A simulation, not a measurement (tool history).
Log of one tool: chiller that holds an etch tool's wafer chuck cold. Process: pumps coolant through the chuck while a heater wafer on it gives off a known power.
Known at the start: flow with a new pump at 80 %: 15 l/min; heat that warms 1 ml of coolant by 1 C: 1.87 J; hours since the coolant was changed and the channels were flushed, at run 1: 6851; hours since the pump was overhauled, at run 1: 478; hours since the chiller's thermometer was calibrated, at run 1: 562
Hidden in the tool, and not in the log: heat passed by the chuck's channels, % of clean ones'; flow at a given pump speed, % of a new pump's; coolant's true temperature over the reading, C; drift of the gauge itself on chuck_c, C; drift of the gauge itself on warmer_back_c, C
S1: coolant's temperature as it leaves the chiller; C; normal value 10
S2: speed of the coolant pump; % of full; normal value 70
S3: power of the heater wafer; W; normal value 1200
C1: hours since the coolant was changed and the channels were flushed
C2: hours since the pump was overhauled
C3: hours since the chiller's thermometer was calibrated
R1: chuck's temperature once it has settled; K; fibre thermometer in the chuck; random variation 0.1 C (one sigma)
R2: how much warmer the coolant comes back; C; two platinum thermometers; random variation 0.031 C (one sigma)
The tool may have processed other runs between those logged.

run,hour,S1,S2,S3,C1,C2,C3,R1,R2
1,0,10,70,1200,6851,478,562,294.85,3
2,53,10,70,1200,6904,531,615,295.05,2.97
3,111.9,10,70,1200,6963,590,673,295.15,2.97
4,173,10,70,1200,7024,651,735,295.05,2.97
5,225.8,10,70,722,7077,704,787,290.35,1.77
6,251.3,10,70,722,7102,729,813,290.35,1.8
7,300,10,70,722,7151,778,861,290.15,1.73
8,339.3,10,70,722,7190,817,901,290.25,1.83
9,367.7,10,70,611,7218,846,929,289.45,1.49
10,395.5,10,70,611,7246,873,957,289.15,1.49
11,457.1,10,70,1200,7308,935,1019,295.05,2.96
12,493.7,10,70,1200,7344,972,1055,295.25,3.02
13,537.9,10,70,1200,7389,1016,1099,295.15,2.98
14,593.9,10,70,1200,7445,1072,1155,294.95,2.97
15,635.5,10,70,1200,7486,1113,1197,295.25,3.04
16,677.4,10,67,1154,7528,1155,1239,295.25,3
17,708.6,10,67,1154,7559,1187,1270,295.05,3.02
18,752.5,10,67,1154,7603,1230,1314,295.25,2.94
19,801.4,5,70,1227,7652,1279,1363,290.55,3.06
20,860.5,13,72,643,7711,1338,1422,292.65,1.63
21,892.2,13,72,643,7743,1370,1454,292.45,1.52
22,920,8,76,981,7771,1398,1482,290.25,2.24
23,950.8,8,76,981,7802,1429,1512,290.35,2.25
24,1001.1,10,70,1322,7852,1479,1563,296.35,3.27
25,1032.7,19,68,1261,7883,1511,1594,305.15,3.24
26,1058.9,19,68,1261,7910,1537,1620,304.95,3.17

Predict each of these 4 candidate next runs independently; none follows another, all start after run 26:
A,1119.6,19,68,1261,7970,1598,1681,?,?
B,1119.6,14,60,769,7970,1598,1681,?,?
C,1119.6,19,88,941,7970,1598,1681,?,?
D,1119.6,6,85,1414,7970,1598,1681,?,?

run,R1,R2
A,305.15,3.28
B,295.85,2.31
C,299.95,1.91
D,291.45,2.87
Without the tool's hidden state the same runs would have given:
run,R1,R2
A,304.15,3.23
B,295.15,2.28
C,299.35,1.88
D,290.45,2.83
